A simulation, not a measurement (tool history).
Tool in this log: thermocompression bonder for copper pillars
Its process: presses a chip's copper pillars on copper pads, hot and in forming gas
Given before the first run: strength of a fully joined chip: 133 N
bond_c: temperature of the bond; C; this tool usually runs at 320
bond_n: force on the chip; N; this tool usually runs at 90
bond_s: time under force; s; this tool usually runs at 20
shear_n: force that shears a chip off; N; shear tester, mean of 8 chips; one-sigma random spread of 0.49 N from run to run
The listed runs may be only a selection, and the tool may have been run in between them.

{"run": 1, "hour": 0.0, "bond_c": 320, "bond_n": 90, "bond_s": 20, "shear_n": 61.4}
{"run": 2, "hour": 28.5, "bond_c": 320, "bond_n": 90, "bond_s": 20, "shear_n": 61.1}
{"run": 3, "hour": 76.8, "bond_c": 320, "bond_n": 90, "bond_s": 20, "shear_n": 60.8}
{"run": 4, "hour": 117.9, "bond_c": 306, "bond_n": 90, "bond_s": 20, "shear_n": 52.1}
{"run": 5, "hour": 158.4, "bond_c": 320, "bond_n": 90, "bond_s": 20, "shear_n": 61.4}
{"run": 6, "hour": 191.1, "bond_c": 341, "bond_n": 90, "bond_s": 20, "shear_n": 75.4}
{"hour": 229.4, "done": "heater calibrated with a thermocouple chip"}
{"run": 7, "hour": 229.4, "bond_c": 320, "bond_n": 90, "bond_s": 20, "shear_n": 61.3}
{"run": 8, "hour": 264.0, "bond_c": 312, "bond_n": 90, "bond_s": 20, "shear_n": 54.7}
{"run": 9, "hour": 310.2, "bond_c": 312, "bond_n": 90, "bond_s": 20, "shear_n": 56.2}
{"run": 10, "hour": 342.9, "bond_c": 312, "bond_n": 90, "bond_s": 20, "shear_n": 55.6}
{"run": 11, "hour": 385.4, "bond_c": 312, "bond_n": 90, "bond_s": 20, "shear_n": 55}
{"run": 12, "hour": 406.0, "bond_c": 320, "bond_n": 90, "bond_s": 20, "shear_n": 60.6}
{"run": 13, "hour": 448.5, "bond_c": 320, "bond_n": 90, "bond_s": 20, "shear_n": 59.8}
{"run": 14, "hour": 473.9, "bond_c": 320, "bond_n": 90, "bond_s": 20, "shear_n": 60.7}
{"hour": 476.4, "done": "forming gas filter changed"}
{"run": 15, "hour": 497.8, "bond_c": 320, "bond_n": 90, "bond_s": 20, "shear_n": 60.4}
{"run": 16, "hour": 520.9, "bond_c": 320, "bond_n": 90, "bond_s": 20, "shear_n": 60}
{"run": 17, "hour": 570.3, "bond_c": 320, "bond_n": 90, "bond_s": 20, "shear_n": 60.4}
{"run": 18, "hour": 616.6, "bond_c": 320, "bond_n": 90, "bond_s": 20, "shear_n": 60.9}
{"run": 19, "hour": 663.6, "bond_c": 320, "bond_n": 90, "bond_s": 20, "shear_n": 61}
{"run": 20, "hour": 703.2, "bond_c": 320, "bond_n": 90, "bond_s": 20, "shear_n": 61.4}
{"run": 21, "hour": 731.9, "bond_c": 328, "bond_n": 131, "bond_s": 20, "shear_n": 87.8}
{"run": 22, "hour": 758.7, "bond_c": 320, "bond_n": 90, "bond_s": 14, "shear_n": 53.5}
{"run": 23, "hour": 793.2, "bond_c": 320, "bond_n": 90, "bond_s": 14, "shear_n": 52.5}
{"run": 24, "hour": 836.9, "bond_c": 302, "bond_n": 79, "bond_s": 24, "shear_n": 47.2}
{"run": 25, "hour": 875.6, "bond_c": 302, "bond_n": 79, "bond_s": 24, "shear_n": 46.4}
{"run": 26, "hour": 922.0, "bond_c": 349, "bond_n": 88, "bond_s": 24, "shear_n": 83.1}
{"run": 27, "hour": 951.6, "bond_c": 342, "bond_n": 84, "bond_s": 20, "shear_n": 71.3}
{"run": 28, "hour": 988.9, "bond_c": 333, "bond_n": 84, "bond_s": 20, "shear_n": 65.3}
{"run": 29, "hour": 1029.7, "bond_c": 315, "bond_n": 90, "bond_s": 40, "shear_n": 74}
{"run": 30, "hour": 1057.2, "bond_c": 320, "bond_n": 90, "bond_s": 44, "shear_n": 78.6}
{"run": 31, "hour": 1079.4, "bond_c": 338, "bond_n": 55, "bond_s": 41, "shear_n": 63.2}
{"run": 32, "hour": 1115.6, "bond_c": 304, "bond_n": 55, "bond_s": 17, "shear_n": 29.3}

Run 33 comes next. What will it give?
{"run": 33, "hour": 1158.8, "bond_c": 299, "bond_n": 74, "bond_s": 17, "shear_n": "?"}

{"run 33": {"shear_n": 36.6}}
Minus the tool's unlogged condition, the same run would have read shear_n 36.6 N.

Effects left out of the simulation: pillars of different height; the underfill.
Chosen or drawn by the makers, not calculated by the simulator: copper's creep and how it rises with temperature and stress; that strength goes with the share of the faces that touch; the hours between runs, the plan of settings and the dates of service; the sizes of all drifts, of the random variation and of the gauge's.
